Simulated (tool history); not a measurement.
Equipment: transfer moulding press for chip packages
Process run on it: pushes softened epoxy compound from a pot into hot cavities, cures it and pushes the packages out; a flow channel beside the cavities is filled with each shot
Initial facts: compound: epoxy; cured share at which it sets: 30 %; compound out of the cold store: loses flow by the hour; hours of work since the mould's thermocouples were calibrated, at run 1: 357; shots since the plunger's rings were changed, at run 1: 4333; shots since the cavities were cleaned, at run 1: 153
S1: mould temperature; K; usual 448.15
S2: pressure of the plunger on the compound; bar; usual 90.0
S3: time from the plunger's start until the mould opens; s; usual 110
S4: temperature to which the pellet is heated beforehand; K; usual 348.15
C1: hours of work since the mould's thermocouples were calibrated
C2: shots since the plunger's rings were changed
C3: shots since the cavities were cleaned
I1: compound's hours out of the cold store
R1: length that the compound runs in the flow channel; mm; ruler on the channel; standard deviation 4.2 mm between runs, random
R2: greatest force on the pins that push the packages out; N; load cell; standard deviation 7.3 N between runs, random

{"run": 1, "hour": 0.0, "S1": 448.15, "S2": 90.0, "S3": 110, "S4": 348.15, "C1": 357, "C2": 4333, "C3": 153, "I1": 9.6, "R1": 712, "R2": 358}
{"run": 2, "hour": 9.8, "S1": 448.15, "S2": 90.0, "S3": 110, "S4": 354.15, "C1": 362, "C2": 4424, "C3": 244, "I1": 32.9, "R1": 649, "R2": 392}
{"run": 3, "hour": 27.2, "S1": 448.15, "S2": 90.0, "S3": 110, "S4": 354.15, "C1": 371, "C2": 4587, "C3": 407, "I1": 42.0, "R1": 634, "R2": 445}
{"run": 4, "hour": 43.7, "S1": 448.15, "S2": 90.0, "S3": 149, "S4": 348.15, "C1": 380, "C2": 4741, "C3": 561, "I1": 46.0, "R1": 625, "R2": 437}
{"run": 5, "hour": 53.8, "S1": 448.15, "S2": 90.0, "S3": 149, "S4": 348.15, "C1": 385, "C2": 4835, "C3": 655, "I1": 11.3, "R1": 704, "R2": 461}
{"hour": 56.7, "done": "cavities cleaned with cleaning compound and waxed"}
{"run": 6, "hour": 71.6, "S1": 448.15, "S2": 90.0, "S3": 149, "S4": 348.15, "C1": 393, "C2": 4986, "C3": 138, "I1": 40.9, "R1": 623, "R2": 551}
{"run": 7, "hour": 80.4, "S1": 448.15, "S2": 90.0, "S3": 110, "S4": 348.15, "C1": 398, "C2": 5069, "C3": 221, "I1": 20.3, "R1": 680, "R2": 628}
{"run": 8, "hour": 95.0, "S1": 448.15, "S2": 90.0, "S3": 110, "S4": 352.15, "C1": 405, "C2": 5204, "C3": 356, "I1": 13.6, "R1": 695, "R2": 633}
{"run": 9, "hour": 111.7, "S1": 448.15, "S2": 90.0, "S3": 110, "S4": 352.15, "C1": 414, "C2": 5360, "C3": 512, "I1": 32.8, "R1": 645, "R2": 646}
{"run": 10, "hour": 119.0, "S1": 447.15, "S2": 90.0, "S3": 110, "S4": 348.15, "C1": 417, "C2": 5429, "C3": 581, "I1": 33.4, "R1": 642, "R2": 653}
{"hour": 128.4, "done": "cavities cleaned with cleaning compound and waxed, once more"}
{"run": 11, "hour": 136.4, "S1": 447.15, "S2": 90.0, "S3": 110, "S4": 348.15, "C1": 425, "C2": 5576, "C3": 74, "I1": 40.0, "R1": 631, "R2": 340}
{"run": 12, "hour": 148.3, "S1": 447.15, "S2": 90.0, "S3": 110, "S4": 348.15, "C1": 432, "C2": 5687, "C3": 185, "I1": 9.2, "R1": 700, "R2": 384}
{"run": 13, "hour": 164.8, "S1": 446.15, "S2": 83.0, "S3": 114, "S4": 349.15, "C1": 440, "C2": 5842, "C3": 340, "I1": 37.6, "R1": 609, "R2": 442}
{"run": 14, "hour": 175.6, "S1": 447.15, "S2": 83.0, "S3": 136, "S4": 358.15, "C1": 446, "C2": 5942, "C3": 440, "I1": 20.4, "R1": 655, "R2": 424}
{"run": 15, "hour": 188.2, "S1": 444.15, "S2": 90.0, "S3": 130, "S4": 348.15, "C1": 452, "C2": 6059, "C3": 557, "I1": 19.9, "R1": 679, "R2": 473}
{"hour": 201.0, "done": "cavities cleaned with cleaning compound and waxed"}
{"run": 16, "hour": 202.4, "S1": 446.15, "S2": 87.5, "S3": 130, "S4": 348.15, "C1": 458, "C2": 6178, "C3": 13, "I1": 9.7, "R1": 689, "R2": 283}
{"hour": 208.4, "done": "plunger's sealing rings changed"}
{"run": 17, "hour": 221.7, "S1": 448.15, "S2": 90.0, "S3": 107, "S4": 348.15, "C1": 467, "C2": 124, "C3": 169, "I1": 18.3, "R1": 725, "R2": 373}
{"run": 18, "hour": 230.9, "S1": 448.15, "S2": 90.0, "S3": 107, "S4": 348.15, "C1": 472, "C2": 210, "C3": 255, "I1": 19.0, "R1": 714, "R2": 416}
{"run": 19, "hour": 248.0, "S1": 448.15, "S2": 90.0, "S3": 107, "S4": 348.15, "C1": 481, "C2": 370, "C3": 415, "I1": 9.3, "R1": 739, "R2": 482}
{"run": 20, "hour": 255.9, "S1": 453.15, "S2": 71.8, "S3": 120, "S4": 348.15, "C1": 485, "C2": 443, "C3": 488, "I1": 34.7, "R1": 587, "R2": 425}
{"run": 21, "hour": 265.4, "S1": 453.15, "S2": 71.8, "S3": 120, "S4": 348.15, "C1": 489, "C2": 532, "C3": 577, "I1": 26.9, "R1": 605, "R2": 444}

Each row is a separate what-if for the run after 21, all from the same tool condition, not one after another. Results?
{"hour": 276.1, "done": "cavities cleaned with cleaning compound and waxed"}
{"run": "A", "hour": 276.1, "S1": 453.15, "S2": 93.8, "S3": 109, "S4": 355.15, "C1": 494, "C2": 617, "C3": 0, "I1": 39.4, "R1": "?", "R2": "?"}
{"hour": 276.1, "done": "cavities cleaned with cleaning compound and waxed"}
{"run": "B", "hour": 276.1, "S1": 448.15, "S2": 90.0, "S3": 116, "S4": 348.15, "C1": 494, "C2": 617, "C3": 0, "I1": 33.9, "R1": "?", "R2": "?"}
{"hour": 276.1, "done": "cavities cleaned with cleaning compound and waxed"}
{"run": "C", "hour": 276.1, "S1": 448.15, "S2": 71.2, "S3": 126, "S4": 348.15, "C1": 494, "C2": 617, "C3": 0, "I1": 45.8, "R1": "?", "R2": "?"}
{"hour": 276.1, "done": "cavities cleaned with cleaning compound and waxed"}
{"run": "D", "hour": 276.1, "S1": 453.15, "S2": 90.0, "S3": 110, "S4": 352.15, "C1": 494, "C2": 617, "C3": 0, "I1": 14.7, "R1": "?", "R2": "?"}

run=A R1=672 R2=277
run=B R1=672 R2=282
run=C R1=579 R2=275
run=D R1=701 R2=270
Take away the tool's hidden state, keep each run's random variation, and the runs would have read:
run=A R1=679 R2=274
run=B R1=680 R2=286
run=C R1=586 R2=274
run=D R1=709 R2=268

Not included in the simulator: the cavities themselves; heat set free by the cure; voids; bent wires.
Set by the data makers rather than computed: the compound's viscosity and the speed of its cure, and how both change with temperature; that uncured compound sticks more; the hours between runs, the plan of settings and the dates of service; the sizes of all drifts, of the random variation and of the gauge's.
